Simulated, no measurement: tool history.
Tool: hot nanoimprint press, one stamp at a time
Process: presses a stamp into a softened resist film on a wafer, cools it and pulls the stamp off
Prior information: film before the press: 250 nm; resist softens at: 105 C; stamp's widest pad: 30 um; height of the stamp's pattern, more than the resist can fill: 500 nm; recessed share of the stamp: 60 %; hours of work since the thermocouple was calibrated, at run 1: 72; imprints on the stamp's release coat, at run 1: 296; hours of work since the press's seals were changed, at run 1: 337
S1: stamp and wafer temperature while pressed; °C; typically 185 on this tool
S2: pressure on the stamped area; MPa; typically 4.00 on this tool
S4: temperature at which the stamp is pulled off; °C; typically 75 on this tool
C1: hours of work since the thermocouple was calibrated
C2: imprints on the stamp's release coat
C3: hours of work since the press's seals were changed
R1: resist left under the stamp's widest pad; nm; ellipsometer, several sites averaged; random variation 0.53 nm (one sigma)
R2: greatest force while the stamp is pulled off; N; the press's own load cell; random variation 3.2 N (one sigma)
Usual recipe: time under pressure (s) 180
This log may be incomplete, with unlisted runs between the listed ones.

run 1 day=0.000 | S1=185 S2=4.00 time_under_pressure_(s)=180 S4=75 | C1=72 C2=296 C3=337 | R1=122.4 R2=148
run 2 day=2.825 | S1=185 S2=4.00 time_under_pressure_(s)=180 S4=75 | C1=109 C2=449 C3=374 | R1=122.5 R2=146
run 3 day=4.421 | S1=185 S2=4.00 time_under_pressure_(s)=180 S4=65 | C1=129 C2=535 C3=394 | R1=123.3 R2=164
run 4 day=8.288 | S1=185 S2=4.00 time_under_pressure_(s)=180 S4=65 | C1=180 C2=743 C3=445 | R1=123.3 R2=164
run 5 day=11.233 | S1=185 S2=5.72 time_under_pressure_(s)=180 S4=75 | C1=218 C2=902 C3=483 | R1=104.3 R2=158
run 6 day=13.592 | S1=193 S2=5.72 time_under_pressure_(s)=180 S4=75 | C1=249 C2=1029 C3=514 | R1=85.4 R2=152
run 7 day=15.742 | S1=193 S2=5.72 time_under_pressure_(s)=180 S4=75 | C1=277 C2=1145 C3=542 | R1=86.0 R2=150
-- day=16.692 plate thermocouple calibrated
run 8 day=18.533 | S1=193 S2=5.72 time_under_pressure_(s)=180 S4=75 | C1=24 C2=1289 C3=577 | R1=86.4 R2=152
run 9 day=20.750 | S1=185 S2=2.72 time_under_pressure_(s)=180 S4=75 | C1=53 C2=1408 C3=606 | R1=144.1 R2=151
run 10 day=23.421 | S1=185 S2=2.72 time_under_pressure_(s)=180 S4=75 | C1=88 C2=1552 C3=641 | R1=145.4 R2=151
-- day=24.279 press's hydraulic seals changed and the load cell set to zero
run 11 day=26.629 | S1=185 S2=2.72 time_under_pressure_(s)=180 S4=75 | C1=125 C2=1707 C3=31 | R1=146.6 R2=149
run 12 day=30.021 | S1=185 S2=2.72 time_under_pressure_(s)=180 S4=75 | C1=170 C2=1890 C3=75 | R1=146.5 R2=153
run 13 day=31.700 | S1=189 S2=4.00 time_under_pressure_(s)=112 S4=75 | C1=191 C2=1980 C3=97 | R1=133.2 R2=153
run 14 day=34.062 | S1=185 S2=4.00 time_under_pressure_(s)=180 S4=72 | C1=222 C2=2108 C3=128 | R1=124.0 R2=157
-- day=35.267 stamp cleaned and given a new release coat
run 15 day=36.354 | S1=185 S2=5.90 time_under_pressure_(s)=93 S4=72 | C1=249 C2=59 C3=154 | R1=130.2 R2=156
run 16 day=38.525 | S1=182 S2=4.75 time_under_pressure_(s)=93 S4=72 | C1=277 C2=176 C3=183 | R1=153.0 R2=153
-- day=39.646 plate thermocouple calibrated
run 17 day=40.317 | S1=190 S2=4.00 time_under_pressure_(s)=206 S4=75 | C1=9 C2=266 C3=204 | R1=105.0 R2=155

Here are 3 independent what-if runs from the current tool condition. What would each one return?
run A day=43.488 | S1=185 S2=2.55 time_under_pressure_(s)=161 S4=73 | C1=50 C2=437 C3=246 | R1=? R2=?
run B day=43.488 | S1=185 S2=4.18 time_under_pressure_(s)=180 S4=75 | C1=50 C2=437 C3=246 | R1=? R2=?
run C day=43.488 | S1=190 S2=4.00 time_under_pressure_(s)=224 S4=75 | C1=50 C2=437 C3=246 | R1=? R2=?

run=A R1=154.3 R2=155
run=B R1=120.9 R2=150
run=C R1=101.9 R2=148
What these runs would have given with no unlogged condition in the tool:
run=A R1=152.4 R2=155
run=B R1=119.3 R2=149
run=C R1=100.6 R2=148
